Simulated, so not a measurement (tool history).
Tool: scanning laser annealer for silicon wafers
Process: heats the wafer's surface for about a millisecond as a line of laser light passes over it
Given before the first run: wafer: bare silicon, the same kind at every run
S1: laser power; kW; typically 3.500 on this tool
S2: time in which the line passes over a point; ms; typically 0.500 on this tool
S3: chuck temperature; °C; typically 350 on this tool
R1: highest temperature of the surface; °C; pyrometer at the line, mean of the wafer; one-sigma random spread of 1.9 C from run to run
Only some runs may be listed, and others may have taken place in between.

Run 1, hour 0.0: usual settings. Result: R1 1059 °C.
Run 2, hour 14.1: usual settings but S2 0.523 ms. Result: R1 1079 °C.
Run 3, hour 30.7: usual settings. Result: R1 1064 °C.
Run 4, hour 44.9: usual settings. Result: R1 1059 °C.
Run 5, hour 57.0: usual settings. Result: R1 1058 °C.
Run 6, hour 74.1: usual settings but S1 3.377 kW. Result: R1 1026 °C.
Run 7, hour 81.9: usual settings but S1 3.377 kW. Result: R1 1027 °C.
Run 8, hour 88.9: usual settings. Result: R1 1056 °C.
Run 9, hour 99.9: usual settings but S1 3.292 kW. Result: R1 1008 °C.
Run 10, hour 107.6: usual settings. Result: R1 1057 °C.
Run 11, hour 120.2: usual settings. Result: R1 1056 °C.
Run 12, hour 127.2: usual settings. Result: R1 1059 °C.
Run 13, hour 135.6: usual settings but S1 3.445 kW. Result: R1 1041 °C.
Run 14, hour 151.0: usual settings but S1 3.445 kW. Result: R1 1042 °C.
Run 15, hour 167.8: usual settings. Result: R1 1055 °C.
Run 16, hour 175.0: usual settings. Result: R1 1051 °C.
Run 17, hour 188.5: usual settings but S2 0.409 ms. Result: R1 981 °C.
Run 18, hour 200.4: usual settings but S2 0.409 ms. Result: R1 979 °C.
Run 19, hour 209.2: usual settings but S2 0.409 ms, S3 368 °C. Result: R1 995 °C.
Run 20, hour 225.2: usual settings but S2 0.409 ms, S3 338 °C. Result: R1 966 °C.
Run 21, hour 235.1: usual settings but S2 0.581 ms, S3 354 °C. Result: R1 1118 °C.
Run 22, hour 250.2: usual settings but S1 3.681 kW, S2 0.529 ms, S3 359 °C. Result: R1 1126 °C.
Run 23, hour 263.3: usual settings but S1 3.681 kW, S2 0.529 ms, S3 359 °C. Result: R1 1129 °C.
Run 24, hour 270.6: usual settings but S1 3.681 kW, S2 0.529 ms, S3 359 °C. Result: R1 1129 °C.
Run 25, hour 286.2: usual settings but S1 3.075 kW, S2 0.529 ms, S3 359 °C. Result: R1 979 °C.
Run 26, hour 297.7: usual settings but S1 3.077 kW, S2 0.353 ms, S3 312 °C. Result: R1 807 °C.
Run 27, hour 306.4: usual settings but S1 3.077 kW, S2 0.353 ms, S3 312 °C. Result: R1 802 °C.
Run 28, hour 321.8: usual settings but S1 3.287 kW, S2 0.595 ms, S3 381 °C. Result: R1 1097 °C.
Run 29, hour 335.3: usual settings but S1 3.807 kW, S2 0.387 ms, S3 349 °C. Result: R1 1016 °C.
Run 30, hour 351.3: usual settings but S1 3.793 kW, S2 0.373 ms, S3 353 °C. Result: R1 1005 °C.
Run 31, hour 364.7: usual settings but S3 351 °C. Result: R1 1049 °C.
Run 32, hour 373.2: usual settings but S2 0.454 ms. Result: R1 1011 °C.
Run 33, hour 385.5: usual settings but S1 3.366 kW, S3 388 °C. Result: R1 1051 °C.
Run 34, hour 397.8: usual settings but S1 3.053 kW, S2 0.418 ms, S3 321 °C. Result: R1 857 °C.
Run 35, hour 412.2: usual settings but S1 3.053 kW, S2 0.418 ms, S3 321 °C. Result: R1 852 °C.
Run 36, hour 424.5: usual settings but S1 3.474 kW, S2 0.485 ms, S3 387 °C. Result: R1 1067 °C.
Run 37, hour 441.5: usual settings but S1 3.643 kW, S2 0.437 ms, S3 387 °C. Result: R1 1059 °C.
Run 38, hour 451.8: usual settings but S1 3.595 kW, S2 0.437 ms, S3 345 °C. Result: R1 1011 °C.
Run 39, hour 467.3: usual settings but S1 3.595 kW, S2 0.437 ms, S3 345 °C. Result: R1 1008 °C.
Run 40, hour 474.3: usual settings but S1 3.122 kW, S2 0.351 ms, S3 342 °C. Result: R1 837 °C.

A few steps of R1 between consecutive runs. Split each: what settings, incoming material and random variation would produce without the hidden state, and what is left over for the hidden state, along with gauge scatter present in only one of the two compared results (measured, and without hidden state):
Hidden state at play: light that passes the window, % of a clean one's; laser's true power over the reading, %; width of the line over the set one, %; drift of the gauge itself on peak_c, C.
Run 27 -> 28: S1 3.077 -> 3.287, S2 0.353 -> 0.595, S3 312 -> 381. R1 +295 °C: hidden state -14, all else +309.
Run 33 -> 34: S1 3.366 -> 3.053, S2 0.500 -> 0.418, S3 388 -> 321. R1 -194 °C: hidden state +8, all else -202.
Run 35 -> 36: S1 3.053 -> 3.474, S2 0.418 -> 0.485, S3 321 -> 387. R1 +215 °C: hidden state -10, all else +225.
Run 39 -> 40: S1 3.595 -> 3.122, S2 0.437 -> 0.351, S3 345 -> 342. R1 -171 °C: hidden state +12, all else -183.
